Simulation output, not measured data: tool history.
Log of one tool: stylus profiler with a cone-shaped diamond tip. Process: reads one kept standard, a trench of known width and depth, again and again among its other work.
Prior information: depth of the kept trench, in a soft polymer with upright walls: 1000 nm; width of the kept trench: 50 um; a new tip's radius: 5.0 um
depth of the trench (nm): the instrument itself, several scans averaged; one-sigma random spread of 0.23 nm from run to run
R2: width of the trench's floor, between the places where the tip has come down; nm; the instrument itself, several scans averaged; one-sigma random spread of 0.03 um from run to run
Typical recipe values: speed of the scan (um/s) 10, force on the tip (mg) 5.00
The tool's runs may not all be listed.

{"run": 1, "day": 0.0, "speed of the scan (um/s)": 10, "force on the tip (mg)": 5.0, "depth of the trench (nm)": 1022.83, "R2": 43900}
{"run": 2, "day": 1.162, "speed of the scan (um/s)": 30, "force on the tip (mg)": 5.0, "depth of the trench (nm)": 1022.88, "R2": 43910}
{"run": 3, "day": 2.229, "speed of the scan (um/s)": 30, "force on the tip (mg)": 5.0, "depth of the trench (nm)": 1023.28, "R2": 43870}
{"run": 4, "day": 4.45, "speed of the scan (um/s)": 30, "force on the tip (mg)": 5.0, "depth of the trench (nm)": 1023.25, "R2": 43860}
{"run": 5, "day": 6.858, "speed of the scan (um/s)": 30, "force on the tip (mg)": 5.0, "depth of the trench (nm)": 1023.07, "R2": 43860}
{"run": 6, "day": 7.888, "speed of the scan (um/s)": 30, "force on the tip (mg)": 5.0, "depth of the trench (nm)": 1022.62, "R2": 43900}
{"run": 7, "day": 9.808, "speed of the scan (um/s)": 32, "force on the tip (mg)": 5.0, "depth of the trench (nm)": 1023.11, "R2": 43850}
{"run": 8, "day": 11.479, "speed of the scan (um/s)": 32, "force on the tip (mg)": 5.0, "depth of the trench (nm)": 1022.72, "R2": 43860}
{"run": 9, "day": 13.175, "speed of the scan (um/s)": 3, "force on the tip (mg)": 5.0, "depth of the trench (nm)": 1022.78, "R2": 44000}
{"run": 10, "day": 15.133, "speed of the scan (um/s)": 3, "force on the tip (mg)": 5.0, "depth of the trench (nm)": 1023.3, "R2": 43970}
{"run": 11, "day": 17.412, "speed of the scan (um/s)": 10, "force on the tip (mg)": 5.0, "depth of the trench (nm)": 1023.44, "R2": 43930}
{"run": 12, "day": 19.0, "speed of the scan (um/s)": 10, "force on the tip (mg)": 5.0, "depth of the trench (nm)": 1022.95, "R2": 43870}
{"run": 13, "day": 21.304, "speed of the scan (um/s)": 3, "force on the tip (mg)": 5.0, "depth of the trench (nm)": 1022.74, "R2": 43980}
{"run": 14, "day": 23.362, "speed of the scan (um/s)": 10, "force on the tip (mg)": 5.0, "depth of the trench (nm)": 1023.14, "R2": 43980}
{"run": 15, "day": 25.142, "speed of the scan (um/s)": 22, "force on the tip (mg)": 5.0, "depth of the trench (nm)": 1023.18, "R2": 43900}
{"run": 16, "day": 27.579, "speed of the scan (um/s)": 10, "force on the tip (mg)": 5.0, "depth of the trench (nm)": 1023.3, "R2": 44020}
{"run": 17, "day": 29.258, "speed of the scan (um/s)": 10, "force on the tip (mg)": 5.0, "depth of the trench (nm)": 1023.24, "R2": 43960}
{"run": 18, "day": 30.533, "speed of the scan (um/s)": 10, "force on the tip (mg)": 5.0, "depth of the trench (nm)": 1022.87, "R2": 44020}
{"run": 19, "day": 31.738, "speed of the scan (um/s)": 10, "force on the tip (mg)": 5.0, "depth of the trench (nm)": 1023.36, "R2": 43960}
{"run": 20, "day": 33.958, "speed of the scan (um/s)": 16, "force on the tip (mg)": 5.0, "depth of the trench (nm)": 1023.01, "R2": 43900}
{"run": 21, "day": 35.083, "speed of the scan (um/s)": 10, "force on the tip (mg)": 9.85, "depth of the trench (nm)": 1036.39, "R2": 43950}
{"run": 22, "day": 36.929, "speed of the scan (um/s)": 10, "force on the tip (mg)": 9.85, "depth of the trench (nm)": 1036.24, "R2": 44000}
{"run": 23, "day": 38.892, "speed of the scan (um/s)": 5, "force on the tip (mg)": 5.0, "depth of the trench (nm)": 1023.17, "R2": 43990}
{"run": 24, "day": 41.079, "speed of the scan (um/s)": 5, "force on the tip (mg)": 5.0, "depth of the trench (nm)": 1023.23, "R2": 43940}
{"run": 25, "day": 42.571, "speed of the scan (um/s)": 6, "force on the tip (mg)": 6.53, "depth of the trench (nm)": 1027.5, "R2": 43990}
{"run": 26, "day": 44.925, "speed of the scan (um/s)": 10, "force on the tip (mg)": 8.23, "depth of the trench (nm)": 1031.95, "R2": 43940}
{"run": 27, "day": 46.025, "speed of the scan (um/s)": 10, "force on the tip (mg)": 8.23, "depth of the trench (nm)": 1032.75, "R2": 44010}
{"run": 28, "day": 47.358, "speed of the scan (um/s)": 10, "force on the tip (mg)": 8.23, "depth of the trench (nm)": 1032.16, "R2": 43980}
{"run": 29, "day": 48.725, "speed of the scan (um/s)": 10, "force on the tip (mg)": 13.91, "depth of the trench (nm)": 1045.45, "R2": 43930}
{"run": 30, "day": 50.408, "speed of the scan (um/s)": 10, "force on the tip (mg)": 11.09, "depth of the trench (nm)": 1039.18, "R2": 43950}
{"run": 31, "day": 52.646, "speed of the scan (um/s)": 4, "force on the tip (mg)": 7.31, "depth of the trench (nm)": 1029.33, "R2": 43950}
{"run": 32, "day": 54.333, "speed of the scan (um/s)": 9, "force on the tip (mg)": 1.97, "depth of the trench (nm)": 1012.34, "R2": 43950}
{"run": 33, "day": 55.446, "speed of the scan (um/s)": 9, "force on the tip (mg)": 1.97, "depth of the trench (nm)": 1012.48, "R2": 43950}
{"run": 34, "day": 57.846, "speed of the scan (um/s)": 5, "force on the tip (mg)": 8.9, "depth of the trench (nm)": 1034.08, "R2": 43930}
{"run": 35, "day": 59.033, "speed of the scan (um/s)": 10, "force on the tip (mg)": 1.9, "depth of the trench (nm)": 1012.57, "R2": 43870}
{"run": 36, "day": 60.396, "speed of the scan (um/s)": 9, "force on the tip (mg)": 2.71, "depth of the trench (nm)": 1015.31, "R2": 43960}
{"run": 37, "day": 62.4, "speed of the scan (um/s)": 9, "force on the tip (mg)": 2.71, "depth of the trench (nm)": 1015.25, "R2": 43940}
{"run": 38, "day": 63.425, "speed of the scan (um/s)": 9, "force on the tip (mg)": 2.71, "depth of the trench (nm)": 1015.18, "R2": 43950}
{"run": 39, "day": 64.488, "speed of the scan (um/s)": 2, "force on the tip (mg)": 5.52, "depth of the trench (nm)": 1024.19, "R2": 43980}
{"run": 40, "day": 66.0, "speed of the scan (um/s)": 2, "force on the tip (mg)": 5.52, "depth of the trench (nm)": 1025.0, "R2": 43960}
{"run": 41, "day": 67.758, "speed of the scan (um/s)": 10, "force on the tip (mg)": 5.13, "depth of the trench (nm)": 1023.37, "R2": 43930}
{"run": 42, "day": 69.917, "speed of the scan (um/s)": 10, "force on the tip (mg)": 5.13, "depth of the trench (nm)": 1023.65, "R2": 43950}
{"run": 43, "day": 71.688, "speed of the scan (um/s)": 17, "force on the tip (mg)": 2.42, "depth of the trench (nm)": 1014.04, "R2": 43880}
{"run": 44, "day": 73.338, "speed of the scan (um/s)": 17, "force on the tip (mg)": 2.42, "depth of the trench (nm)": 1014.25, "R2": 43890}
{"day": 74.979, "done": "height scale calibrated on a step standard"}
{"run": 45, "day": 74.979, "speed of the scan (um/s)": 17, "force on the tip (mg)": 2.06, "depth of the trench (nm)": 1012.96, "R2": 43900}
{"run": 46, "day": 77.358, "speed of the scan (um/s)": 17, "force on the tip (mg)": 2.06, "depth of the trench (nm)": 1013.07, "R2": 43870}
{"run": 47, "day": 79.033, "speed of the scan (um/s)": 3, "force on the tip (mg)": 2.85, "depth of the trench (nm)": 1015.85, "R2": 43950}

What if the next run were any one of these 3? Each begins from the tool's condition after run 47:
{"run": "A", "day": 81.358, "speed of the scan (um/s)": 17, "force on the tip (mg)": 9.41, "depth of the trench (nm)": "?", "R2": "?"}
{"run": "B", "day": 81.358, "speed of the scan (um/s)": 5, "force on the tip (mg)": 5.25, "depth of the trench (nm)": "?", "R2": "?"}
{"run": "C", "day": 81.358, "speed of the scan (um/s)": 33, "force on the tip (mg)": 3.85, "depth of the trench (nm)": "?", "R2": "?"}

run=A depth_of_the_trench_(nm)=1034.96 R2=43910
run=B depth_of_the_trench_(nm)=1023.26 R2=44000
run=C depth_of_the_trench_(nm)=1019.38 R2=43840
What these runs would have given with no unlogged condition in the tool:
run=A depth_of_the_trench_(nm)=1034.96 R2=43940
run=B depth_of_the_trench_(nm)=1023.26 R2=44030
run=C depth_of_the_trench_(nm)=1019.38 R2=43870

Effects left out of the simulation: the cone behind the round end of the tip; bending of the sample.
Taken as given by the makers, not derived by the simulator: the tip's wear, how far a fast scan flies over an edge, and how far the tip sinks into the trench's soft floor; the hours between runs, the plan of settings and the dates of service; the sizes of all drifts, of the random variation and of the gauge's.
